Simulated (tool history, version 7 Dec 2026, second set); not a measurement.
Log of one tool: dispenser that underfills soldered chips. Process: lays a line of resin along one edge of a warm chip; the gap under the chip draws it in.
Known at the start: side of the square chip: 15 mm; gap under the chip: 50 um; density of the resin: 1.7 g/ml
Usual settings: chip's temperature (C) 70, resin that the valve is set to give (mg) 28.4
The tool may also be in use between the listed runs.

| run | hour | chip's temperature (C) | resin that the valve is set to give (mg) | time until the resin shows at the far edge (s) | resin that the valve gave (mg) |
|---|---|---|---|---|---|
| 1 | 0 | 70 | 28.4 | 124.7 | 28.31 |
| 2 | 4 | 70 | 28.4 | 155.9 | 28.24 |
|  | 6.8 | new syringe of resin |
| 3 | 8.5 | 70 | 33.5 | 91 | 33.15 |
| 4 | 13.7 | 70 | 33.5 | 127.2 | 33.2 |
| 5 | 18.8 | 69 | 28.4 | 178.6 | 28.11 |
|  | 19.9 | new syringe of resin |
| 6 | 25.5 | 69 | 28.4 | 125.5 | 28.07 |
|  | 32.8 | new syringe of resin |
| 7 | 33 | 71 | 28.4 | 81.9 | 27.88 |
| 8 | 37.3 | 56 | 28.4 | 210.2 | 27.93 |
| 9 | 42.6 | 56 | 28.4 | 294.4 | 27.82 |
|  | 45.5 | new syringe of resin |
| 10 | 46.6 | 56 | 28.4 | 171.9 | 27.95 |
| 11 | 52.3 | 72 | 28.4 | 115.4 | 27.87 |
| 12 | 55.6 | 72 | 28.4 | 139.3 | 27.79 |
|  | 58.3 | new syringe of resin |
| 13 | 60.9 | 70 | 24.7 | 104.4 | 24.14 |
| 14 | 66.7 | 70 | 24.7 | 142.7 | 24.13 |
|  | 71.2 | new syringe of resin |
| 15 | 72.6 | 70 | 24.7 | 97.3 | 24 |
| 16 | 80 | 70 | 24.7 | 151.7 | 24.09 |
|  | 84 | new syringe of resin |
| 17 | 87.6 | 70 | 31.6 | 107.6 | 30.49 |
| 18 | 93.5 | 70 | 31.6 | 148 | 30.55 |
|  | 96.9 | new syringe of resin |
| 19 | 100.9 | 70 | 31.6 | 107.5 | 30.46 |
| 20 | 104.1 | 63 | 28.6 | 181.7 | 27.59 |

Run 21 comes next. What will it give?
| 21 | 108.1 | 79 | 33.3 | ? | ? |

Run 21 gave time until the resin shows at the far edge (s) 109.3, resin that the valve gave (mg) 32.04.
Without the tool's hidden state the same run would have given time until the resin shows at the far edge (s) 54.5, resin that the valve gave (mg) 33.31.
